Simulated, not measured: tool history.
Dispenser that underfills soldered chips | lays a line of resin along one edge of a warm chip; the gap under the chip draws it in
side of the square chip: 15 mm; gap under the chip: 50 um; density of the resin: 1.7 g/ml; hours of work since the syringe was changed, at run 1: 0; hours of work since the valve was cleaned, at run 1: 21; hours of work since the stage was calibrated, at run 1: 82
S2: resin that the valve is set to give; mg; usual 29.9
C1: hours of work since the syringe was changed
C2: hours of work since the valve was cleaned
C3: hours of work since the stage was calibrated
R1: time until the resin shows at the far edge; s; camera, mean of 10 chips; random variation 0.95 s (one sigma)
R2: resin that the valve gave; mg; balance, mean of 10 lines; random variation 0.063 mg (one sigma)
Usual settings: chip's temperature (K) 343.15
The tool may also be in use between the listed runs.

{"run": 1, "hour": 0.0, "chip's temperature (K)": 343.15, "S2": 29.9, "C1": 0, "C2": 21, "C3": 82, "R1": 89.0, "R2": 29.6}
{"run": 2, "hour": 3.6, "chip's temperature (K)": 343.15, "S2": 29.9, "C1": 2, "C2": 24, "C3": 85, "R1": 95.6, "R2": 29.53}
{"run": 3, "hour": 7.6, "chip's temperature (K)": 343.15, "S2": 29.9, "C1": 5, "C2": 26, "C3": 87, "R1": 104.7, "R2": 29.46}
{"hour": 10.0, "done": "new syringe of resin"}
{"run": 4, "hour": 11.4, "chip's temperature (K)": 357.15, "S2": 29.9, "C1": 1, "C2": 28, "C3": 89, "R1": 55.3, "R2": 29.42}
{"run": 5, "hour": 15.1, "chip's temperature (K)": 357.15, "S2": 29.9, "C1": 3, "C2": 31, "C3": 92, "R1": 59.3, "R2": 29.44}
{"hour": 19.9, "done": "new syringe of resin"}
{"run": 6, "hour": 20.4, "chip's temperature (K)": 337.15, "S2": 29.9, "C1": 0, "C2": 34, "C3": 95, "R1": 114.5, "R2": 29.33}
{"run": 7, "hour": 27.1, "chip's temperature (K)": 337.15, "S2": 29.9, "C1": 5, "C2": 39, "C3": 99, "R1": 128.5, "R2": 29.24}
{"hour": 29.4, "done": "new syringe of resin"}
{"run": 8, "hour": 30.4, "chip's temperature (K)": 337.15, "S2": 32.8, "C1": 1, "C2": 40, "C3": 101, "R1": 113.6, "R2": 32.11}
{"run": 9, "hour": 34.6, "chip's temperature (K)": 350.15, "S2": 30.4, "C1": 3, "C2": 43, "C3": 104, "R1": 75.5, "R2": 29.66}
{"run": 10, "hour": 38.1, "chip's temperature (K)": 350.15, "S2": 30.4, "C1": 6, "C2": 46, "C3": 106, "R1": 80.3, "R2": 29.58}
{"hour": 39.2, "done": "new syringe of resin"}
{"run": 11, "hour": 44.7, "chip's temperature (K)": 350.15, "S2": 30.4, "C1": 4, "C2": 50, "C3": 111, "R1": 77.2, "R2": 29.61}
{"hour": 47.2, "done": "dispensing valve cleaned and set on the balance"}
{"hour": 49.8, "done": "new syringe of resin"}
{"run": 12, "hour": 52.0, "chip's temperature (K)": 334.15, "S2": 31.8, "C1": 1, "C2": 3, "C3": 114, "R1": 130.0, "R2": 31.61}
{"run": 13, "hour": 57.2, "chip's temperature (K)": 342.15, "S2": 29.9, "C1": 5, "C2": 6, "C3": 118, "R1": 105.4, "R2": 29.65}
{"hour": 59.3, "done": "new syringe of resin"}
{"run": 14, "hour": 63.3, "chip's temperature (K)": 351.15, "S2": 37.4, "C1": 3, "C2": 10, "C3": 122, "R1": 70.0, "R2": 37.01}
{"hour": 68.9, "done": "new syringe of resin"}
{"run": 15, "hour": 70.0, "chip's temperature (K)": 339.15, "S2": 30.2, "C1": 1, "C2": 14, "C3": 126, "R1": 105.1, "R2": 29.79}
{"run": 16, "hour": 73.7, "chip's temperature (K)": 339.15, "S2": 30.2, "C1": 3, "C2": 17, "C3": 128, "R1": 113.2, "R2": 29.74}

Hidden state or all else? Some run-to-run changes of R1, split into what the settings, what came in and random variation would give without the hidden state, and what is left for the hidden state (with any gauge scatter that isn't in both results):
The hidden state here: resin's viscosity, % of fresh resin's; dose that the valve gives, % of what is set; true chip temperature over the reading, C; drift of the gauge itself on fill_s, %; drift of the gauge itself on given_mg, %.
Run 5 -> 6: chip's temperature (K) 357.15 -> 337.15, new syringe of resin. R1 +55.2 s: hidden state -6.2, all else +61.4.
Run 6 -> 7: no setting changed, nothing entered. R1 +14.0 s: hidden state +16.2, all else -2.2.

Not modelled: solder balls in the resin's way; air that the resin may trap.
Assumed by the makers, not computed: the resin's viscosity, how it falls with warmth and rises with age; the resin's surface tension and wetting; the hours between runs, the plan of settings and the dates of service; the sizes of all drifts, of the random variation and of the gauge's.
